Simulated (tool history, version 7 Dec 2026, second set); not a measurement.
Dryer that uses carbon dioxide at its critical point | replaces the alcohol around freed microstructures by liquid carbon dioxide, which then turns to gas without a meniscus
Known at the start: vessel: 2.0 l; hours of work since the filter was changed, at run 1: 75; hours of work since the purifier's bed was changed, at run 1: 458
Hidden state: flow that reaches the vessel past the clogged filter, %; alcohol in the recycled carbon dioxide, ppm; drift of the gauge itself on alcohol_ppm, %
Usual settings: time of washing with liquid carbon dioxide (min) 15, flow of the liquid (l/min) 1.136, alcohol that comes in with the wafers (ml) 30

| run | hour | time of washing with liquid carbon dioxide (min) | flow of the liquid (l/min) | alcohol that comes in with the wafers (ml) | hours of work since the filter was changed | hours of work since the purifier's bed was changed | alcohol left in the vessel before it's heated (ppm by volume) |
|---|---|---|---|---|---|---|---|
| 1 | 0 | 15 | 1.136 | 30 | 75 | 458 | 48 |
| 2 | 46.8 | 15 | 1.136 | 30 | 97 | 481 | 58 |
| 3 | 90.8 | 15 | 1.136 | 30 | 118 | 502 | 53 |
| 4 | 122.1 | 23 | 1.136 | 30 | 133 | 517 | 55 |
| 5 | 177.6 | 23 | 1.136 | 30 | 160 | 544 | 52 |
| 6 | 231.2 | 23 | 1.136 | 95 | 186 | 569 | 59 |
| 7 | 276.7 | 23 | 1.136 | 95 | 207 | 591 | 55 |
| 8 | 327.3 | 15 | 1.136 | 30 | 232 | 615 | 62 |
| 9 | 362.5 | 9 | 1.136 | 30 | 249 | 632 | 262 |
| 10 | 415.2 | 15 | 0.97 | 30 | 274 | 658 | 106 |
| 11 | 465.7 | 15 | 0.97 | 30 | 298 | 682 | 104 |
|  | 478 | inlet filter changed |
| 12 | 521.7 | 15 | 0.97 | 30 | 21 | 708 | 85 |
| 13 | 578.9 | 15 | 0.97 | 30 | 48 | 736 | 100 |
| 14 | 624.4 | 15 | 0.97 | 30 | 70 | 758 | 113 |
| 15 | 653.9 | 15 | 1.136 | 30 | 84 | 772 | 86 |
| 16 | 698.7 | 15 | 1.136 | 30 | 106 | 793 | 105 |
| 17 | 730.7 | 13 | 0.83 | 45 | 121 | 809 | 274 |
| 18 | 787.6 | 11 | 0.76 | 83 | 149 | 836 | 1099 |
| 19 | 850.8 | 11 | 0.76 | 83 | 179 | 866 | 1113 |
| 20 | 884.3 | 11 | 0.76 | 83 | 195 | 882 | 1146 |
| 21 | 928.8 | 11 | 0.76 | 83 | 216 | 904 | 1185 |
| 22 | 989.2 | 13 | 1.136 | 43 | 245 | 933 | 140 |
| 23 | 1053.4 | 13 | 1.136 | 43 | 276 | 963 | 147 |
|  | 1113.6 | inlet filter changed |
| 24 | 1117.6 | 13 | 0.94 | 43 | 2 | 994 | 185 |
| 25 | 1162.3 | 13 | 0.94 | 43 | 23 | 1015 | 201 |
| 26 | 1210 | 13 | 1.46 | 30 | 46 | 1038 | 112 |
| 27 | 1249.7 | 15 | 1.82 | 33 | 65 | 1057 | 120 |
| 28 | 1278.7 | 15 | 1.82 | 33 | 79 | 1071 | 111 |
| 29 | 1322.9 | 15 | 1.82 | 33 | 100 | 1092 | 117 |
| 30 | 1350.1 | 15 | 1.82 | 23 | 113 | 1105 | 126 |

Forecast each of these 5 alternatives for the next run:
| A | 1409.7 | 15 | 1.82 | 58 | 142 | 1134 | ? |
| B | 1409.7 | 15 | 1.17 | 44 | 142 | 1134 | ? |
| C | 1409.7 | 13 | 1.58 | 98 | 142 | 1134 | ? |
| D | 1409.7 | 11 | 1.87 | 89 | 142 | 1134 | ? |
| E | 1409.7 | 15 | 1.13 | 73 | 142 | 1134 | ? |

| run | alcohol left in the vessel before it's heated (ppm by volume) |
|---|---|
| A | 112 |
| B | 130 |
| C | 133 |
| D | 131 |
| E | 137 |
Without the tool's hidden state the same runs would have given:
| run | alcohol left in the vessel before it's heated (ppm by volume) |
|---|---|
| A | 0 |
| B | 10 |
| C | 12 |
| D | 14 |
| E | 14 |

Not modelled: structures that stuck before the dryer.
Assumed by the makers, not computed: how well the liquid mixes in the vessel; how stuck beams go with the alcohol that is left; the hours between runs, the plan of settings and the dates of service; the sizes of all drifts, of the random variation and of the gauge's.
